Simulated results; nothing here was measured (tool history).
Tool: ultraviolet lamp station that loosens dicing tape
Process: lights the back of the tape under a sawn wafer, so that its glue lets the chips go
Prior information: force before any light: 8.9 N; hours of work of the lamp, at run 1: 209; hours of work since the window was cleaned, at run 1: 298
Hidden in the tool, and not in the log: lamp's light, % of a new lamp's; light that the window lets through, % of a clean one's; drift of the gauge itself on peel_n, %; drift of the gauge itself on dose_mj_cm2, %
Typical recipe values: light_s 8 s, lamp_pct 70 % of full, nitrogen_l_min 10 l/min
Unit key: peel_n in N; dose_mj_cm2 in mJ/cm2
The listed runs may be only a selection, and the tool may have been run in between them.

run     day  light_s  lamp_pct  nitrogen_l_min  hours of work of the lamp  hours of work since the window was cleaned  peel_n  dose_mj_cm2
  1   0.000        8        70              10                        209                                         298   0.842          180
  2   1.688        8        70              10                        227                                         315   0.841          175
  3   3.496        5        70              10                        245                                         334   1.991          109
  4   4.888        5        70              10                        259                                         348   1.980          112
  5   6.000        8        70              10                        271                                         359   0.872          170
  6   7.142        8        70              10                        282                                         371   0.890          172
  7   8.567        8        70              10                        297                                         385   0.895          171
  8  10.233        8        70              10                        314                                         402   0.919          171
  9  11.779        8        70              10                        329                                         418   0.953          167
 10  13.004        8        70              10                        342                                         431   0.937          169
 11  14.375        8        70              10                        356                                         445   0.953          165
 12  16.292        8        70              10                        375                                         464   0.958          166
 13  17.250        8        70              10                        385                                         474   0.987          163
 14  18.838        8        70              10                        401                                         490   0.963          160
 15  20.279        8        70              10                        416                                         505   1.043          156
     20.454  -- window cleaned of glue's vapour
 16  22.117       14       100              13                        435                                          17   0.197          380
 17  23.308       16        78               7                        447                                          29   0.265          344
 18  24.196       16        63               7                        456                                          38   0.409          273
     25.367  -- window cleaned of glue's vapour, once more
 19  26.338       16        63               7                        477                                          10   0.299          317
 20  27.392        6        94               6                        488                                          21   1.016          175
 21  29.246        6        94               6                        507                                          40   0.998          174
 22  31.408        4        70              17                        529                                          62   2.431           85
 23  32.750        9        83               5                        543                                          75   0.682          231
 24  34.162        6        72               3                        557                                          90   2.064          131
 25  36.312        6        72               3                        579                                         112   2.236          127
 26  37.562       15        70               5                        592                                         124   0.349          315
 27  38.771       15        70               5                        604                                         137   0.335          311
 28  40.525       15        70               5                        622                                         154   0.351          309
 29  41.650        5        87               3                        633                                         166   2.249          128

Table of differences, measured result less the result of that run with no hidden state. Run-to-run variation is the same in both. Gauge scatter possibly is not:
run  peel_n  dose_mj_cm2
  1  +0.177          -21
  2  +0.188          -23
  3  +0.358          -15
  4  +0.371          -16
  5  +0.222          -26
  6  +0.232          -27
  7  +0.244          -28
  8  +0.259          -29
  9  +0.278          -30
 10  +0.283          -31
 11  +0.292          -33
 12  +0.306          -34
 13  +0.319          -35
 14  +0.324          -36
 15  +0.357          -37
 16  +0.021         -116
 17  +0.066         -105
 18  +0.150          -85
 19  +0.046          -39
 20  +0.215          -23
 21  +0.224          -24
 22  +0.410          -13
 23  +0.176          -35
 24  +0.404          -21
 25  +0.464          -23
 26  +0.084          -57
 27  +0.083          -59
 28  +0.091          -60
 29  +0.527          -26
